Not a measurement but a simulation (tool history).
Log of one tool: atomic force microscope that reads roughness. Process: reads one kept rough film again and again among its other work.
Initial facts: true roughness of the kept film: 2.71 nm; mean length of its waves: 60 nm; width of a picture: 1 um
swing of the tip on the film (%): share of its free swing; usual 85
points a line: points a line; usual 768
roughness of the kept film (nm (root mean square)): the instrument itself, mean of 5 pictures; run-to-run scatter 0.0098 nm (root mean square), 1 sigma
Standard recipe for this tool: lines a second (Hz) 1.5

| run | day | lines a second (Hz) | swing of the tip on the film (%) | points a line | roughness of the kept film (nm (root mean square)) |
|---|---|---|---|---|---|
| 1 | 0 | 1.5 | 85 | 768 | 2.222 |
| 2 | 0.596 | 1.5 | 85 | 768 | 2.2 |
| 3 | 1.108 | 1.5 | 85 | 768 | 2.203 |
| 4 | 1.962 | 1.5 | 85 | 768 | 2.206 |
| 5 | 2.742 | 1.5 | 67 | 768 | 2.381 |
| 6 | 3.412 | 1.5 | 67 | 399 | 2.373 |
| 7 | 4.092 | 1.5 | 67 | 399 | 2.353 |
| 8 | 4.612 | 1.49 | 85 | 768 | 2.128 |
|  | 4.762 | new tip fitted |
| 9 | 5.338 | 1.49 | 85 | 768 | 2.238 |
| 10 | 5.921 | 1.49 | 85 | 768 | 2.225 |
| 11 | 6.846 | 1.49 | 85 | 768 | 2.199 |
| 12 | 7.55 | 1.49 | 57 | 768 | 2.48 |
| 13 | 8.171 | 1.5 | 85 | 360 | 2.171 |
| 14 | 8.646 | 1.5 | 72 | 768 | 2.341 |
| 15 | 9.312 | 1.5 | 72 | 768 | 2.329 |
| 16 | 9.992 | 1.5 | 71 | 768 | 2.332 |
| 17 | 10.888 | 1.5 | 85 | 307 | 2.142 |
|  | 11.029 | new tip fitted |
| 18 | 11.679 | 1.5 | 85 | 275 | 2.213 |
| 19 | 12.2 | 2.69 | 76 | 692 | 2.182 |
| 20 | 12.892 | 2.69 | 81 | 406 | 2.08 |
| 21 | 13.371 | 0.55 | 85 | 936 | 2.445 |
| 22 | 13.938 | 0.55 | 86 | 936 | 2.403 |
| 23 | 14.362 | 1.5 | 76 | 354 | 2.31 |
| 24 | 14.867 | 1.5 | 76 | 354 | 2.3 |
| 25 | 15.646 | 1.5 | 76 | 354 | 2.284 |
| 26 | 16.242 | 0.75 | 85 | 768 | 2.34 |
| 27 | 16.992 | 0.75 | 65 | 389 | 2.42 |
|  | 17.312 | new tip fitted |
| 28 | 17.675 | 0.75 | 65 | 389 | 2.527 |
| 29 | 18.179 | 0.75 | 65 | 389 | 2.555 |
| 30 | 19.112 | 1.02 | 66 | 693 | 2.488 |
| 31 | 19.617 | 1.35 | 85 | 768 | 2.225 |
| 32 | 20.346 | 1.35 | 85 | 768 | 2.223 |
| 33 | 20.783 | 1.5 | 85 | 476 | 2.189 |
| 34 | 21.408 | 1.18 | 75 | 473 | 2.362 |
| 35 | 21.942 | 2.22 | 57 | 473 | 2.431 |

Below are 3 alternative next runs, each starting from the tool's condition after run 35. Predict each:
| A | 22.683 | 2.22 | 74 | 825 | ? |
| B | 22.683 | 2.19 | 83 | 811 | ? |
| C | 22.683 | 3.51 | 57 | 473 | ? |

| run | roughness of the kept film (nm (root mean square)) |
|---|---|
| A | 2.198 |
| B | 2.062 |
| C | 2.321 |
Had the tool no hidden state, the same runs would have come out as:
| run | roughness of the kept film (nm (root mean square)) |
|---|---|
| A | 2.288 |
| B | 2.146 |
| C | 2.416 |
